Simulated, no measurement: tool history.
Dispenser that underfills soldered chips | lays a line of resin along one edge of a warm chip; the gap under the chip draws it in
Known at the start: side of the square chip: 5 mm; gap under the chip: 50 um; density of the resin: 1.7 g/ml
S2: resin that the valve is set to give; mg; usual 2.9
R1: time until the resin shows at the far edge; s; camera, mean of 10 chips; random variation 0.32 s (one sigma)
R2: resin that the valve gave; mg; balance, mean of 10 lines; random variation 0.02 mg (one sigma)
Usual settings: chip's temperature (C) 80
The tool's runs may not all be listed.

Run 1, hour 0: usual settings. Result: R1 14.1 s, R2 2.77 mg.
Run 2, hour 6.5: usual settings but chip's temperature (C) 78. Result: R1 20.4 s, R2 2.76 mg.
Run 3, hour 9.8: usual settings but chip's temperature (C) 78. Result: R1 23.9 s, R2 2.76 mg.
At hour 10.7: new syringe of resin.
Run 4, hour 14.4: usual settings but chip's temperature (C) 78. Result: R1 15.6 s, R2 2.71 mg.
Run 5, hour 20.2: usual settings but chip's temperature (C) 78. Result: R1 19.9 s, R2 2.73 mg.
At hour 25.7: new syringe of resin.
Run 6, hour 26.4: usual settings but S2 3.65 mg. Result: R1 11.9 s, R2 3.42 mg.
Run 7, hour 30.5: usual settings but S2 3.65 mg. Result: R1 14.2 s, R2 3.44 mg.
Run 8, hour 34.3: usual settings but S2 3.65 mg. Result: R1 17.7 s, R2 3.4 mg.
Run 9, hour 39.3: usual settings. Result: R1 22.4 s, R2 2.68 mg.
At hour 40.7: new syringe of resin.
Run 10, hour 46.3: usual settings. Result: R1 14.8 s, R2 2.66 mg.
Run 11, hour 49.2: usual settings but S2 2.61 mg. Result: R1 18.7 s, R2 2.43 mg.
Run 12, hour 52.4: usual settings but S2 2.61 mg. Result: R1 21.7 s, R2 2.4 mg.
At hour 55.8: new syringe of resin.
Run 13, hour 58.5: usual settings but S2 2.61 mg. Result: R1 15 s, R2 2.41 mg.
At hour 62.7: dispensing valve cleaned and set on the balance.
Run 14, hour 65.9: usual settings. Result: R1 18.2 s, R2 2.87 mg.
Run 15, hour 71.2: usual settings. Result: R1 22.9 s, R2 2.92 mg.
At hour 72: new syringe of resin.
Run 16, hour 78: usual settings but S2 3.43 mg. Result: R1 15.4 s, R2 3.37 mg.
Run 17, hour 81.1: usual settings. Result: R1 18.4 s, R2 2.89 mg.
Run 18, hour 84.1: usual settings but S2 2.6 mg. Result: R1 21.8 s, R2 2.54 mg.

The next listed run, before its measurement:
At hour 87.4: new syringe of resin.
Run 19, hour 89.3: usual settings but chip's temperature (C) 79, S2 2.62 mg. Result: R1 ?, R2 ?.

{"run 19": {"R1": 14.2, "R2": 2.6}}
Without the tool's hidden state the same run would have given R1 12.5 s, R2 2.63 mg.

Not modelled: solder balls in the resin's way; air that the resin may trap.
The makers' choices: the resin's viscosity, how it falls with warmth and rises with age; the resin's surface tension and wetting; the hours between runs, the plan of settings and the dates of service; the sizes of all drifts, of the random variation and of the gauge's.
